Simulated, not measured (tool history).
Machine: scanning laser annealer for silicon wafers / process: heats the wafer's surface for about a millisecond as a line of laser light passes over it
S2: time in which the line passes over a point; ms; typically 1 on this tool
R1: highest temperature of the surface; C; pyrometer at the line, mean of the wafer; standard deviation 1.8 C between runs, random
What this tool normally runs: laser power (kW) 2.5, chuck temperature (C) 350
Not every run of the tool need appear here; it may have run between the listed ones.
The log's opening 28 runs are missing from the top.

{"day": 10.979, "done": "window over the wafer cleaned"}
{"run": 29, "day": 11.229, "laser power (kW)": 2.5, "S2": 0.86, "chuck temperature (C)": 315, "R1": 920}
{"run": 30, "day": 11.733, "laser power (kW)": 2.332, "S2": 0.73, "chuck temperature (C)": 373, "R1": 892}
{"run": 31, "day": 12.046, "laser power (kW)": 2.354, "S2": 0.73, "chuck temperature (C)": 378, "R1": 902}
{"run": 32, "day": 12.475, "laser power (kW)": 2.354, "S2": 0.73, "chuck temperature (C)": 378, "R1": 903}
{"run": 33, "day": 12.879, "laser power (kW)": 2.354, "S2": 0.73, "chuck temperature (C)": 322, "R1": 843}
{"run": 34, "day": 13.142, "laser power (kW)": 2.354, "S2": 0.73, "chuck temperature (C)": 322, "R1": 846}
{"run": 35, "day": 13.612, "laser power (kW)": 2.5, "S2": 1, "chuck temperature (C)": 364, "R1": 1011}
{"run": 36, "day": 13.971, "laser power (kW)": 2.665, "S2": 1, "chuck temperature (C)": 332, "R1": 1030}
{"day": 14.296, "done": "window over the wafer cleaned, once more"}
{"run": 37, "day": 14.592, "laser power (kW)": 2.368, "S2": 1, "chuck temperature (C)": 320, "R1": 982}
{"run": 38, "day": 14.858, "laser power (kW)": 2.5, "S2": 0.79, "chuck temperature (C)": 334, "R1": 969}
{"run": 39, "day": 15.358, "laser power (kW)": 2.5, "S2": 0.79, "chuck temperature (C)": 334, "R1": 967}
{"run": 40, "day": 15.575, "laser power (kW)": 2.443, "S2": 1, "chuck temperature (C)": 363, "R1": 1046}
{"run": 41, "day": 16.112, "laser power (kW)": 2.505, "S2": 0.78, "chuck temperature (C)": 350, "R1": 978}

Branching from run 41: 4 alternative next runs. What would each branch give?
{"day": 16.575, "done": "optics aligned, line set to its width"}
{"run": "A", "day": 16.642, "laser power (kW)": 2.505, "S2": 0.81, "chuck temperature (C)": 319, "R1": "?"}
{"day": 16.575, "done": "optics aligned, line set to its width"}
{"run": "B", "day": 16.642, "laser power (kW)": 2.597, "S2": 1.11, "chuck temperature (C)": 363, "R1": "?"}
{"day": 16.575, "done": "optics aligned, line set to its width"}
{"run": "C", "day": 16.642, "laser power (kW)": 2.505, "S2": 0.78, "chuck temperature (C)": 365, "R1": "?"}
{"day": 16.575, "done": "optics aligned, line set to its width"}
{"run": "D", "day": 16.642, "laser power (kW)": 2.153, "S2": 1, "chuck temperature (C)": 350, "R1": "?"}

run=A R1=973
run=B R1=1149
run=C R1=1006
run=D R1=952
Stripped of hidden state, with their random variation kept, the same runs would have yielded:
run=A R1=975
run=B R1=1151
run=C R1=1008
run=D R1=954
